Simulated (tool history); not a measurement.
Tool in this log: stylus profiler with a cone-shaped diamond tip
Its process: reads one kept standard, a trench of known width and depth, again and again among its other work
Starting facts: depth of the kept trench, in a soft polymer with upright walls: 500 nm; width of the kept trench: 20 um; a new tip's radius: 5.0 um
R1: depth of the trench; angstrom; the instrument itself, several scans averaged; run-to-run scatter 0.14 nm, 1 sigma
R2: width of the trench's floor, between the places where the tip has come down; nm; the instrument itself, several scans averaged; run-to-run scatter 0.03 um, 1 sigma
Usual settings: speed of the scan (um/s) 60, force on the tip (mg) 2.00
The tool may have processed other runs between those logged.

{"run": 1, "hour": 0.0, "speed of the scan (um/s)": 60, "force on the tip (mg)": 2.0, "R1": 5027.6, "R2": 15420}
{"run": 2, "hour": 28.3, "speed of the scan (um/s)": 60, "force on the tip (mg)": 2.0, "R1": 5029.4, "R2": 15320}
{"run": 3, "hour": 48.9, "speed of the scan (um/s)": 91, "force on the tip (mg)": 2.0, "R1": 5027.3, "R2": 15270}
{"run": 4, "hour": 61.4, "speed of the scan (um/s)": 91, "force on the tip (mg)": 2.0, "R1": 5029.8, "R2": 15230}
{"run": 5, "hour": 81.2, "speed of the scan (um/s)": 91, "force on the tip (mg)": 2.0, "R1": 5030.8, "R2": 15240}
{"run": 6, "hour": 102.0, "speed of the scan (um/s)": 60, "force on the tip (mg)": 1.19, "R1": 5022.0, "R2": 15300}
{"run": 7, "hour": 115.1, "speed of the scan (um/s)": 60, "force on the tip (mg)": 1.19, "R1": 5019.6, "R2": 15320}
{"run": 8, "hour": 137.3, "speed of the scan (um/s)": 60, "force on the tip (mg)": 1.19, "R1": 5021.6, "R2": 15340}
{"run": 9, "hour": 162.6, "speed of the scan (um/s)": 60, "force on the tip (mg)": 1.19, "R1": 5020.4, "R2": 15270}
{"run": 10, "hour": 187.0, "speed of the scan (um/s)": 70, "force on the tip (mg)": 2.0, "R1": 5028.8, "R2": 15300}
{"run": 11, "hour": 204.7, "speed of the scan (um/s)": 70, "force on the tip (mg)": 2.0, "R1": 5029.2, "R2": 15350}
{"run": 12, "hour": 230.8, "speed of the scan (um/s)": 70, "force on the tip (mg)": 2.0, "R1": 5028.8, "R2": 15310}
{"run": 13, "hour": 252.2, "speed of the scan (um/s)": 70, "force on the tip (mg)": 2.0, "R1": 5028.5, "R2": 15340}
{"run": 14, "hour": 276.7, "speed of the scan (um/s)": 70, "force on the tip (mg)": 2.0, "R1": 5029.1, "R2": 15340}
{"run": 15, "hour": 303.3, "speed of the scan (um/s)": 37, "force on the tip (mg)": 2.0, "R1": 5028.1, "R2": 15390}
{"run": 16, "hour": 319.1, "speed of the scan (um/s)": 60, "force on the tip (mg)": 2.0, "R1": 5030.7, "R2": 15420}
{"run": 17, "hour": 339.6, "speed of the scan (um/s)": 24, "force on the tip (mg)": 2.0, "R1": 5028.9, "R2": 15490}
{"run": 18, "hour": 368.4, "speed of the scan (um/s)": 24, "force on the tip (mg)": 2.0, "R1": 5030.6, "R2": 15530}
{"run": 19, "hour": 395.2, "speed of the scan (um/s)": 24, "force on the tip (mg)": 2.0, "R1": 5029.6, "R2": 15510}
{"run": 20, "hour": 409.4, "speed of the scan (um/s)": 134, "force on the tip (mg)": 0.77, "R1": 5014.8, "R2": 14700}
{"run": 21, "hour": 424.9, "speed of the scan (um/s)": 134, "force on the tip (mg)": 0.77, "R1": 5016.1, "R2": 14670}
{"run": 22, "hour": 450.2, "speed of the scan (um/s)": 134, "force on the tip (mg)": 0.77, "R1": 5017.5, "R2": 14690}
{"run": 23, "hour": 477.7, "speed of the scan (um/s)": 162, "force on the tip (mg)": 5.33, "R1": 5052.7, "R2": 15190}
{"run": 24, "hour": 503.5, "speed of the scan (um/s)": 123, "force on the tip (mg)": 1.94, "R1": 5027.9, "R2": 15080}
{"run": 25, "hour": 521.0, "speed of the scan (um/s)": 123, "force on the tip (mg)": 1.94, "R1": 5027.8, "R2": 15070}
{"run": 26, "hour": 536.2, "speed of the scan (um/s)": 38, "force on the tip (mg)": 0.93, "R1": 5015.8, "R2": 15360}
{"run": 27, "hour": 551.7, "speed of the scan (um/s)": 38, "force on the tip (mg)": 0.93, "R1": 5017.2, "R2": 15440}
{"run": 28, "hour": 568.2, "speed of the scan (um/s)": 38, "force on the tip (mg)": 0.93, "R1": 5017.4, "R2": 15420}
{"run": 29, "hour": 583.5, "speed of the scan (um/s)": 38, "force on the tip (mg)": 0.93, "R1": 5014.2, "R2": 15390}
{"run": 30, "hour": 601.3, "speed of the scan (um/s)": 60, "force on the tip (mg)": 0.71, "R1": 5013.7, "R2": 15220}
{"run": 31, "hour": 624.4, "speed of the scan (um/s)": 89, "force on the tip (mg)": 3.91, "R1": 5043.8, "R2": 15360}
{"run": 32, "hour": 655.1, "speed of the scan (um/s)": 16, "force on the tip (mg)": 1.8, "R1": 5027.5, "R2": 15640}
{"run": 33, "hour": 684.2, "speed of the scan (um/s)": 102, "force on the tip (mg)": 2.02, "R1": 5029.1, "R2": 15160}
{"run": 34, "hour": 699.9, "speed of the scan (um/s)": 112, "force on the tip (mg)": 2.08, "R1": 5030.4, "R2": 15190}
{"run": 35, "hour": 714.1, "speed of the scan (um/s)": 16, "force on the tip (mg)": 2.08, "R1": 5027.2, "R2": 15620}
{"run": 36, "hour": 735.5, "speed of the scan (um/s)": 16, "force on the tip (mg)": 2.08, "R1": 5030.7, "R2": 15540}

Forecast each of these 4 alternatives for the next run:
{"run": "A", "hour": 756.1, "speed of the scan (um/s)": 33, "force on the tip (mg)": 2.08, "R1": "?", "R2": "?"}
{"run": "B", "hour": 756.1, "speed of the scan (um/s)": 18, "force on the tip (mg)": 0.9, "R1": "?", "R2": "?"}
{"run": "C", "hour": 756.1, "speed of the scan (um/s)": 54, "force on the tip (mg)": 0.94, "R1": "?", "R2": "?"}
{"run": "D", "hour": 756.1, "speed of the scan (um/s)": 40, "force on the tip (mg)": 2.75, "R1": "?", "R2": "?"}

run=A R1=5033.0 R2=15480
run=B R1=5017.7 R2=15520
run=C R1=5019.0 R2=15260
run=D R1=5035.9 R2=15530
Without the tool's unlogged condition, the same runs would have read:
run=A R1=5033.2 R2=15490
run=B R1=5017.8 R2=15530
run=C R1=5019.1 R2=15270
run=D R1=5036.1 R2=15540
